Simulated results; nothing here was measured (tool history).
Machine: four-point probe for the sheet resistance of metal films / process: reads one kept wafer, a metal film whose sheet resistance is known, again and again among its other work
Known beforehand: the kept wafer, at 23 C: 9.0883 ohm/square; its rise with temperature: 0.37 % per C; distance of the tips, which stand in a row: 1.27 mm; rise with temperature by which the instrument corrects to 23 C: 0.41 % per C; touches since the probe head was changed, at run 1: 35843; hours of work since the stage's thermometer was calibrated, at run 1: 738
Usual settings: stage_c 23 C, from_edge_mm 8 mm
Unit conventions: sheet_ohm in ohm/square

run   hour  stage_c  from_edge_mm  touches since the probe head was changed  hours of work since the stage's thermometer was calibrated  sheet_ohm
  1    0.0       23             8                                     35843                                                         738   9.157155
  2   14.9       23             8                                     36394                                                         748   9.153900
  3   44.6       23             8                                     37490                                                         770   9.155063
  4   75.9       23             8                                     38643                                                         793   9.154976
  5  106.5       23             8                                     39774                                                         815   9.154754
  6  123.5       23             8                                     40400                                                         827   9.154632
  7  142.0       23             8                                     41082                                                         841   9.153149
  8  173.2       23             8                                     42236                                                         863   9.153599
  9  200.9       23             8                                     43255                                                         883   9.151450
 10  230.0       23            17                                     44330                                                         905   9.056399
 11  246.1       23            13                                     44925                                                         916   9.076496
 12  277.2       19            61                                     46071                                                         939   9.047359
 13  310.0       22            14                                     47284                                                         963   9.069884
 14  331.5       22            14                                     48079                                                         978   9.070439
 15  352.9       29            33                                     48866                                                         994   9.012516
 16  381.4       29             5                                     49920                                                        1015   9.305772
 17  404.0       29             5                                     50753                                                        1031   9.303921
 18  426.4       29             5                                     51579                                                        1047   9.306367
 19  440.5       28            17                                     52100                                                        1057   9.030847

Below are 3 alternative next runs, each starting from the tool's condition after run 19. Predict each:
  A  454.4       31             8                                     52612                                                        1068          ?
  B  454.4       21            52                                     52612                                                        1068          ?
  C  454.4       31            17                                     52612                                                        1068          ?

run  sheet_ohm
  A   9.117846
  B   9.031752
  C   9.022686
Without the tool's unlogged condition, the same runs would have read:
run  sheet_ohm
  A   9.182184
  B   9.095755
  C   9.086400
